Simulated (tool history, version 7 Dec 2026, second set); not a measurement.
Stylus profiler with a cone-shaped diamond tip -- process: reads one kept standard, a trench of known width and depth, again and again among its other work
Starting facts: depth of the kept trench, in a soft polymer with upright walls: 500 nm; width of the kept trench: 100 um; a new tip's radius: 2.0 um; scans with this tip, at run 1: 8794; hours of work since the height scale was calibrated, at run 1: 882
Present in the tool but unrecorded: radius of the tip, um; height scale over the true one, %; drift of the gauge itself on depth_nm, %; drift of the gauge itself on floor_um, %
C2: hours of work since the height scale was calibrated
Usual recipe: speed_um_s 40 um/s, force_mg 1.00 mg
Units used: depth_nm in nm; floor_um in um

Run 1, hour 0.0: usual settings; scans with this tip 8794; C2 882. Result: depth_nm 500.05 nm, floor_um 96.03 um.
Run 2, hour 11.5: usual settings but speed_um_s 30 um/s; scans with this tip 8850; C2 888. Result: depth_nm 500.39 nm, floor_um 96.03 um.
Run 3, hour 21.4: usual settings but speed_um_s 30 um/s; scans with this tip 8898; C2 892. Result: depth_nm 500.31 nm, floor_um 96.02 um.
Run 4, hour 41.1: usual settings but speed_um_s 30 um/s; scans with this tip 8994; C2 902. Result: depth_nm 500.28 nm, floor_um 96.06 um.
Run 5, hour 57.0: usual settings but speed_um_s 90 um/s; scans with this tip 9072; C2 910. Result: depth_nm 500.29 nm, floor_um 95.87 um.
Run 6, hour 77.8: usual settings but speed_um_s 90 um/s; scans with this tip 9173; C2 920. Result: depth_nm 500.21 nm, floor_um 95.80 um.
Run 7, hour 90.5: usual settings but speed_um_s 90 um/s; scans with this tip 9235; C2 926. Result: depth_nm 500.25 nm, floor_um 95.75 um.
Run 8, hour 102.1: usual settings but speed_um_s 90 um/s; scans with this tip 9291; C2 932. Result: depth_nm 500.28 nm, floor_um 95.85 um.
Run 9, hour 116.3: usual settings but speed_um_s 90 um/s; scans with this tip 9361; C2 939. Result: depth_nm 500.10 nm, floor_um 95.81 um.
Run 10, hour 126.9: usual settings but speed_um_s 118 um/s; scans with this tip 9412; C2 944. Result: depth_nm 500.35 nm, floor_um 95.73 um.
Run 11, hour 144.2: usual settings but speed_um_s 118 um/s; scans with this tip 9496; C2 952. Result: depth_nm 500.22 nm, floor_um 95.74 um.
Run 12, hour 160.3: usual settings but speed_um_s 13 um/s; scans with this tip 9575; C2 960. Result: depth_nm 500.18 nm, floor_um 96.04 um.
Run 13, hour 172.9: usual settings but speed_um_s 73 um/s; scans with this tip 9636; C2 966. Result: depth_nm 500.18 nm, floor_um 95.85 um.
Run 14, hour 193.7: usual settings but speed_um_s 73 um/s; scans with this tip 9737; C2 977. Result: depth_nm 500.05 nm, floor_um 95.84 um.
Run 15, hour 211.2: usual settings but speed_um_s 73 um/s; scans with this tip 9823; C2 985. Result: depth_nm 500.17 nm, floor_um 95.82 um.
Run 16, hour 229.1: usual settings but speed_um_s 73 um/s; scans with this tip 9910; C2 994. Result: depth_nm 499.94 nm, floor_um 95.78 um.
Run 17, hour 247.0: usual settings but speed_um_s 73 um/s; scans with this tip 9997; C2 1003. Result: depth_nm 500.02 nm, floor_um 95.79 um.
Run 18, hour 267.7: usual settings but force_mg 0.34 mg; scans with this tip 10098; C2 1013. Result: depth_nm 498.78 nm, floor_um 95.80 um.
Run 19, hour 278.1: usual settings but speed_um_s 51 um/s; scans with this tip 10149; C2 1018. Result: depth_nm 500.03 nm, floor_um 95.88 um.
Run 20, hour 290.8: usual settings; scans with this tip 10211; C2 1024. Result: depth_nm 500.13 nm, floor_um 95.87 um.
Run 21, hour 308.9: usual settings but speed_um_s 98 um/s; scans with this tip 10299; C2 1033. Result: depth_nm 499.66 nm, floor_um 95.68 um.
At hour 322.4: new tip fitted, height scale calibrated.
Run 22, hour 324.3: usual settings but speed_um_s 37 um/s; scans with this tip 9; C2 1. Result: depth_nm 502.18 nm, floor_um 97.34 um.
Run 23, hour 344.3: usual settings but speed_um_s 37 um/s; scans with this tip 106; C2 11. Result: depth_nm 502.07 nm, floor_um 97.23 um.

Estimate the outcome of run 24 from the log above:
Run 24, hour 356.5: usual settings but speed_um_s 37 um/s; scans with this tip 166; C2 17. Result: depth_nm ?, floor_um ?.

{"run 24": {"depth_nm": 502.27, "floor_um": 97.26}}
The same run, on a tool lacking any hidden state, would have yielded depth_nm 502.43 nm, floor_um 97.24 um.

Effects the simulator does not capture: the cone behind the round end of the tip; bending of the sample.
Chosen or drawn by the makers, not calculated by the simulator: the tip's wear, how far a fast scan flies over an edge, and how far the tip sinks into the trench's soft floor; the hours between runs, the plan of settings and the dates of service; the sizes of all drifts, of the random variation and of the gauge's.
